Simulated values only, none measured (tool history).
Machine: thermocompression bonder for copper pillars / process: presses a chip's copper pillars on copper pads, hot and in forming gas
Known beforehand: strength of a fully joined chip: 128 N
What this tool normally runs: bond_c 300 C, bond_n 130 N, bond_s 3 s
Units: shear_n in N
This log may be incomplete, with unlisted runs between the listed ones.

{"run": 1, "hour": 0.0, "bond_c": 300, "bond_n": 130, "bond_s": 3, "shear_n": 64.8}
{"run": 2, "hour": 8.6, "bond_c": 300, "bond_n": 83, "bond_s": 3, "shear_n": 40.4}
{"run": 3, "hour": 17.8, "bond_c": 300, "bond_n": 83, "bond_s": 3, "shear_n": 40.1}
{"run": 4, "hour": 25.8, "bond_c": 300, "bond_n": 83, "bond_s": 3, "shear_n": 41.3}
{"run": 5, "hour": 30.7, "bond_c": 300, "bond_n": 130, "bond_s": 3, "shear_n": 64.2}
{"run": 6, "hour": 37.6, "bond_c": 297, "bond_n": 130, "bond_s": 3, "shear_n": 62.7}
{"run": 7, "hour": 44.0, "bond_c": 297, "bond_n": 79, "bond_s": 3, "shear_n": 36.9}
{"run": 8, "hour": 52.0, "bond_c": 297, "bond_n": 79, "bond_s": 3, "shear_n": 36.7}
{"run": 9, "hour": 58.3, "bond_c": 300, "bond_n": 130, "bond_s": 3, "shear_n": 64.1}
{"run": 10, "hour": 62.4, "bond_c": 300, "bond_n": 130, "bond_s": 3, "shear_n": 64.1}
{"run": 11, "hour": 70.3, "bond_c": 322, "bond_n": 130, "bond_s": 3, "shear_n": 78.3}
{"run": 12, "hour": 77.8, "bond_c": 285, "bond_n": 125, "bond_s": 2, "shear_n": 45.1}
{"run": 13, "hour": 87.1, "bond_c": 285, "bond_n": 125, "bond_s": 2, "shear_n": 44.6}
{"run": 14, "hour": 96.3, "bond_c": 304, "bond_n": 125, "bond_s": 3, "shear_n": 64.6}
{"run": 15, "hour": 103.9, "bond_c": 304, "bond_n": 125, "bond_s": 3, "shear_n": 63.7}
{"run": 16, "hour": 109.1, "bond_c": 326, "bond_n": 93, "bond_s": 9, "shear_n": 86.7}
{"run": 17, "hour": 113.9, "bond_c": 300, "bond_n": 130, "bond_s": 3, "shear_n": 64.0}
{"run": 18, "hour": 118.6, "bond_c": 300, "bond_n": 130, "bond_s": 3, "shear_n": 64.1}
{"hour": 120.0, "done": "forming gas filter changed"}
{"run": 19, "hour": 125.4, "bond_c": 300, "bond_n": 130, "bond_s": 3, "shear_n": 64.6}

Below are 5 alternative next runs, each starting from the tool's condition after run 19. Predict each:
{"run": "A", "hour": 133.0, "bond_c": 300, "bond_n": 130, "bond_s": 3, "shear_n": "?"}
{"run": "B", "hour": 133.0, "bond_c": 326, "bond_n": 134, "bond_s": 3, "shear_n": "?"}
{"run": "C", "hour": 133.0, "bond_c": 327, "bond_n": 130, "bond_s": 3, "shear_n": "?"}
{"run": "D", "hour": 133.0, "bond_c": 300, "bond_n": 130, "bond_s": 7, "shear_n": "?"}
{"run": "E", "hour": 133.0, "bond_c": 329, "bond_n": 130, "bond_s": 2, "shear_n": "?"}

run=A shear_n=64.5
run=B shear_n=83.5
run=C shear_n=82.4
run=D shear_n=83.7
run=E shear_n=74.1
With the hidden condition removed and each run's random variation left untouched, the same runs would have given:
run=A shear_n=64.3
run=B shear_n=83.3
run=C shear_n=82.2
run=D shear_n=83.5
run=E shear_n=73.9
